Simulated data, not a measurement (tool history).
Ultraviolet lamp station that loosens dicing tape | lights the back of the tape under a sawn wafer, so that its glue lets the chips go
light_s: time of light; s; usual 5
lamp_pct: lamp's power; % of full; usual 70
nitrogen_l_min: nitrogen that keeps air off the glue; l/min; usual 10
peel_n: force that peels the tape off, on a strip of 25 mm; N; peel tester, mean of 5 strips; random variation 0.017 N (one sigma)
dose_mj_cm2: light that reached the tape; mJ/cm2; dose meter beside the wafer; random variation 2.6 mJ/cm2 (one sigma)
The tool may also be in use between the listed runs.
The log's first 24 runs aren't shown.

At hour 500.6: window cleaned of glue's vapour.
Run 25, hour 512.7: usual settings but lamp_pct 83 % of full, nitrogen_l_min 3 l/min. Result: peel_n 1.604 N, dose_mj_cm2 375 mJ/cm2.
Run 26, hour 537.5: usual settings but light_s 6 s, nitrogen_l_min 4 l/min. Result: peel_n 1.321 N, dose_mj_cm2 380 mJ/cm2.
Run 27, hour 565.0: usual settings but light_s 4 s, lamp_pct 82 % of full. Result: peel_n 1.071 N, dose_mj_cm2 294 mJ/cm2.
Run 28, hour 586.1: usual settings but light_s 2 s, lamp_pct 80 % of full. Result: peel_n 3.042 N, dose_mj_cm2 141 mJ/cm2.
Run 29, hour 610.1: usual settings but light_s 2 s, lamp_pct 80 % of full. Result: peel_n 2.993 N, dose_mj_cm2 142 mJ/cm2.
Run 30, hour 628.5: usual settings but light_s 3 s, lamp_pct 98 % of full. Result: peel_n 1.386 N, dose_mj_cm2 257 mJ/cm2.
At hour 637.0: window cleaned of glue's vapour, once more.
Run 31, hour 644.3: usual settings but light_s 6 s, lamp_pct 76 % of full, nitrogen_l_min 4 l/min. Result: peel_n 1.078 N, dose_mj_cm2 424 mJ/cm2.
Run 32, hour 658.0: usual settings but light_s 6 s, lamp_pct 76 % of full, nitrogen_l_min 4 l/min. Result: peel_n 1.066 N, dose_mj_cm2 423 mJ/cm2.
Run 33, hour 677.8: usual settings but light_s 6 s, lamp_pct 76 % of full, nitrogen_l_min 4 l/min. Result: peel_n 1.111 N, dose_mj_cm2 421 mJ/cm2.
Run 34, hour 707.0: usual settings but light_s 6 s, lamp_pct 76 % of full, nitrogen_l_min 4 l/min. Result: peel_n 1.066 N, dose_mj_cm2 420 mJ/cm2.
Run 35, hour 722.8: usual settings but light_s 3 s, lamp_pct 68 % of full, nitrogen_l_min 4 l/min. Result: peel_n 3.352 N, dose_mj_cm2 183 mJ/cm2.
Run 36, hour 743.5: usual settings but light_s 8 s, lamp_pct 72 % of full, nitrogen_l_min 5 l/min. Result: peel_n 0.546 N, dose_mj_cm2 524 mJ/cm2.
Run 37, hour 761.1: usual settings but light_s 8 s, lamp_pct 72 % of full, nitrogen_l_min 5 l/min. Result: peel_n 0.588 N, dose_mj_cm2 525 mJ/cm2.
Run 38, hour 780.1: usual settings but light_s 2 s, nitrogen_l_min 4 l/min. Result: peel_n 4.336 N, dose_mj_cm2 130 mJ/cm2.
Run 39, hour 802.6: usual settings but light_s 9 s, lamp_pct 79 % of full. Result: peel_n 0.223 N, dose_mj_cm2 645 mJ/cm2.

Forecast each of these 3 alternatives for the next run:
Run A, hour 814.8: usual settings but lamp_pct 96 % of full, nitrogen_l_min 7 l/min. Result: peel_n ?, dose_mj_cm2 ?.
Run B, hour 814.8: usual settings but light_s 3 s, lamp_pct 68 % of full, nitrogen_l_min 12 l/min. Result: peel_n ?, dose_mj_cm2 ?.
Run C, hour 814.8: usual settings. Result: peel_n ?, dose_mj_cm2 ?.

run  peel_n  dose_mj_cm2
  A   0.663          432
  B   2.050          182
  C   0.920          315
Without the tool's hidden state the same runs would have given:
run  peel_n  dose_mj_cm2
  A   0.543          473
  B   1.804          200
  C   0.763          346

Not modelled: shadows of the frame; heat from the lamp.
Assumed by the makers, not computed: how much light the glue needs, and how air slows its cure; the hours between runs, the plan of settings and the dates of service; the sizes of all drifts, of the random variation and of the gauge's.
